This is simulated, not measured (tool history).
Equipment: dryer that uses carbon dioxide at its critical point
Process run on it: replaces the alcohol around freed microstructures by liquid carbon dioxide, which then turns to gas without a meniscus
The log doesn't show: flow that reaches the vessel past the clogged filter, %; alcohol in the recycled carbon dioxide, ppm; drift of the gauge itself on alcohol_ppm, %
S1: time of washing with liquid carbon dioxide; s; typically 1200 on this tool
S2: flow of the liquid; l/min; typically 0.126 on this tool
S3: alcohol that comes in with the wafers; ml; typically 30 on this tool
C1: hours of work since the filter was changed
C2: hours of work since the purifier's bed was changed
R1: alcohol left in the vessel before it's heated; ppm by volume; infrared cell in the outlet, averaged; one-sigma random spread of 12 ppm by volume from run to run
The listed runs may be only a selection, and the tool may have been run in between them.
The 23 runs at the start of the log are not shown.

run,hour,S1,S2,S3,C1,C2,R1
24,308.3,1140,0.174,29,278,246,399
25,322.2,1080,0.077,98,284,253,21665
26,330.7,960,0.174,103,288,256,2859
27,345,1140,0.078,30,294,263,5743
28,354.3,1860,0.095,31,298,267,647
29,364.3,1860,0.095,31,303,271,661
# hour 372.3: inlet filter changed
30,379.8,1200,0.134,103,3,278,1941
31,394.1,1500,0.126,113,10,284,957
32,405.5,1500,0.126,113,15,289,952
33,423.4,1500,0.126,113,23,297,980
34,432.1,1080,0.077,80,27,301,13307
35,448.4,1620,0.091,70,34,309,1885
36,457.1,1620,0.091,70,38,313,1857
37,475.1,1200,0.149,47,46,321,616
38,488.7,900,0.149,71,52,327,3107
39,502.5,720,0.198,45,58,333,1725
40,518.8,1200,0.142,118,66,340,1888
41,530.5,900,0.127,47,71,345,3737
42,546.7,900,0.127,47,78,353,3716
43,557.6,900,0.123,57,83,358,4983
44,574,1200,0.194,30,90,365,144
45,590.7,1740,0.107,43,98,372,504
46,603.8,1740,0.107,43,104,378,485

Alternative continuations, all from the tool just after run 46; predict every row:
A,614.7,1320,0.152,27,109,383,?
B,614.7,1200,0.123,30,109,383,?
C,614.7,780,0.107,20,109,383,?

run,R1
A,263
B,1002
C,3771
Without the tool's hidden state the same runs would have given:
run,R1
A,161
B,787
C,3344
